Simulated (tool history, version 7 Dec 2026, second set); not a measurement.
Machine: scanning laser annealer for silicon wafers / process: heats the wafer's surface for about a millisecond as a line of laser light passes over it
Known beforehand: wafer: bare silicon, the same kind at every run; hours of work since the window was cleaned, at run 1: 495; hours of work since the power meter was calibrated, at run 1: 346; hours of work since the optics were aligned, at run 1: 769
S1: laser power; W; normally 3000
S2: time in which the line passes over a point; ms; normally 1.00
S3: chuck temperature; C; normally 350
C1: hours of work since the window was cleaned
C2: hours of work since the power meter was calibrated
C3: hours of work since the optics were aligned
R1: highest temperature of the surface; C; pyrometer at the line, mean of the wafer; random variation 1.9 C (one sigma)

| run | hour | S1 | S2 | S3 | C1 | C2 | C3 | R1 |
|---|---|---|---|---|---|---|---|---|
| 1 | 0.0 | 3000 | 1.00 | 350 | 495 | 346 | 769 | 1130 |
| 2 | 11.2 | 3000 | 1.00 | 350 | 504 | 355 | 778 | 1131 |
| 3 | 21.3 | 3000 | 1.00 | 350 | 512 | 362 | 786 | 1131 |
| 4 | 42.6 | 3000 | 1.00 | 350 | 529 | 379 | 803 | 1124 |
| 5 | 57.7 | 3000 | 1.00 | 350 | 541 | 391 | 815 | 1127 |
| 6 | 69.8 | 3000 | 1.00 | 350 | 550 | 401 | 824 | 1127 |
| 7 | 88.8 | 3000 | 1.00 | 350 | 565 | 416 | 839 | 1124 |
| 8 | 99.5 | 2564 | 1.00 | 350 | 574 | 424 | 848 | 985 |
| 9 | 109.4 | 2564 | 1.00 | 350 | 581 | 432 | 855 | 983 |
| 10 | 130.4 | 2564 | 1.00 | 350 | 598 | 449 | 872 | 987 |
| 11 | 148.5 | 2564 | 1.00 | 350 | 612 | 463 | 886 | 984 |
| 12 | 169.6 | 3000 | 1.00 | 335 | 629 | 480 | 903 | 1105 |
| 13 | 188.1 | 3000 | 1.09 | 350 | 644 | 494 | 918 | 1158 |
| 14 | 203.8 | 3000 | 1.09 | 350 | 656 | 507 | 930 | 1158 |
| 15 | 217.3 | 3000 | 1.09 | 350 | 667 | 517 | 941 | 1157 |
| 16 | 227.0 | 3000 | 1.17 | 350 | 674 | 525 | 948 | 1192 |
| 17 | 250.1 | 3000 | 1.17 | 350 | 693 | 543 | 966 | 1188 |
| 18 | 263.9 | 3000 | 1.17 | 350 | 703 | 554 | 977 | 1188 |
| 19 | 280.5 | 3000 | 1.17 | 350 | 717 | 567 | 990 | 1187 |
| 20 | 301.7 | 3190 | 1.17 | 350 | 733 | 584 | 1007 | 1254 |
| 21 | 313.1 | 2774 | 0.75 | 377 | 742 | 593 | 1016 | 958 |
| 22 | 324.6 | 2774 | 0.75 | 377 | 751 | 602 | 1025 | 959 |
| 23 | 345.4 | 3216 | 0.86 | 376 | 768 | 618 | 1042 | 1132 |
| 24 | 355.4 | 3216 | 0.86 | 376 | 776 | 626 | 1050 | 1133 |
| 25 | 367.6 | 3216 | 0.86 | 376 | 785 | 636 | 1059 | 1131 |
|  | 376.9 | window over the wafer cleaned |
| 26 | 384.1 | 2569 | 1.23 | 384 | 6 | 647 | 1071 | 1141 |
| 27 | 395.1 | 3000 | 1.00 | 315 | 14 | 656 | 1079 | 1122 |
| 28 | 412.1 | 2742 | 1.00 | 315 | 28 | 669 | 1093 | 1039 |
| 29 | 430.2 | 2594 | 1.00 | 329 | 42 | 683 | 1107 | 1002 |
| 30 | 445.6 | 2617 | 1.11 | 329 | 54 | 696 | 1119 | 1053 |
| 31 | 459.9 | 3290 | 1.11 | 333 | 65 | 707 | 1130 | 1298 |
| 32 | 474.4 | 3290 | 1.11 | 333 | 77 | 718 | 1142 | 1298 |
| 33 | 495.7 | 2576 | 1.24 | 350 | 94 | 735 | 1159 | 1100 |
| 34 | 509.4 | 2689 | 0.74 | 350 | 105 | 746 | 1169 | 934 |
| 35 | 525.2 | 2689 | 0.74 | 350 | 117 | 759 | 1182 | 933 |
| 36 | 536.1 | 3258 | 0.74 | 373 | 126 | 767 | 1191 | 1118 |

A few steps of R1 between consecutive runs. Split each: what settings, incoming material and random variation would produce without the hidden state, and what is left over for the hidden state, along with gauge scatter present in only one of the two compared results (measured, and without hidden state):
What the log doesn't record here: light that passes the window, % of a clean one's; laser's true power over the reading, %; width of the line over the set one, %; drift of the gauge itself on peak_c, C.
Run 20 -> 21: S1 3190 -> 2774, S2 1.17 -> 0.75, S3 350 -> 377. R1 -296 C: hidden state +28, all else -324.
Run 22 -> 23: S1 2774 -> 3216, S2 0.75 -> 0.86, S3 377 -> 376. R1 +173 C: hidden state -17, all else +190.
Run 25 -> 26: S1 3216 -> 2569, S2 0.86 -> 1.23, S3 376 -> 384, window over the wafer cleaned. R1 +10 C: hidden state +55, all else -45.
Run 30 -> 31: S1 2617 -> 3290, S3 329 -> 333. R1 +245 C: hidden state -8, all else +253.
Run 32 -> 33: S1 3290 -> 2576, S2 1.11 -> 1.24, S3 333 -> 350. R1 -198 C: hidden state +5, all else -203.
